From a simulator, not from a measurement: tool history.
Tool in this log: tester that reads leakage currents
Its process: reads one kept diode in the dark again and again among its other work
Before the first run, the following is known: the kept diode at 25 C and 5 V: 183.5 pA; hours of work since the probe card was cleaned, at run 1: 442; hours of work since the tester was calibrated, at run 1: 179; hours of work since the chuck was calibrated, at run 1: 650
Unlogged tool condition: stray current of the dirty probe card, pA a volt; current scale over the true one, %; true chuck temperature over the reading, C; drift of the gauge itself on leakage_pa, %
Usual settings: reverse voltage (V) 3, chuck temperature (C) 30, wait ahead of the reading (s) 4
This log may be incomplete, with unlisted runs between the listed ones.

run	hour	reverse voltage (V)	chuck temperature (C)	wait ahead of the reading (s)	hours of work since the probe card was cleaned	hours of work since the tester was calibrated	hours of work since the chuck was calibrated	current that the tester gives (pA)
1	0	3	30	4	442	179	650	226.59
2	65.3	3	30	4	478	215	686	226.7
3	98.7	3	30	4	497	234	704	227.23
4	149.2	3	30	4	525	261	732	227.14
5	203.2	3	30	4	554	291	762	227.57
6	270.5	3	30	4	591	328	799	229.24
7	334.4	3	30	4	627	363	834	230.36
8	368	3	30	4	645	382	852	229.97
9	438.2	3	30	4	684	421	891	230.36
10	496.1	3	30	4	716	453	923	231.97
11	550.9	3	30	4	746	483	953	230.75
12	610.2	3	30	4	779	515	986	231.72
13	680.6	3	23	4	817	554	1025	135.29
14	728.9	3	30	0.35	844	581	1051	233.87
15	773.5	3	30	0.35	869	605	1076	233.8
16	833.8	3	30	0.35	902	639	1109	234.59
17	899	1.57	30	4	938	675	1145	179.62
18	962.8	1.57	30	4	973	710	1180	179.08
19	1000.5	1.57	30	4	994	731	1201	178.87
20	1032	5.8	30	4	1011	748	1218	311.76
# hour 1040.3: tester calibrated
21	1077.6	5.8	30	4	1035	21	1242	311.59

Run 22 comes next. What will it give?
22	1116.5	1.66	30	4	1057	42	1264	?

{"run 22": {"current that the tester gives (pA)": 185.16}}
Were there no unlogged condition in the tool, this run, its random variation unchanged, would have produced current that the tester gives (pA) 173.29.

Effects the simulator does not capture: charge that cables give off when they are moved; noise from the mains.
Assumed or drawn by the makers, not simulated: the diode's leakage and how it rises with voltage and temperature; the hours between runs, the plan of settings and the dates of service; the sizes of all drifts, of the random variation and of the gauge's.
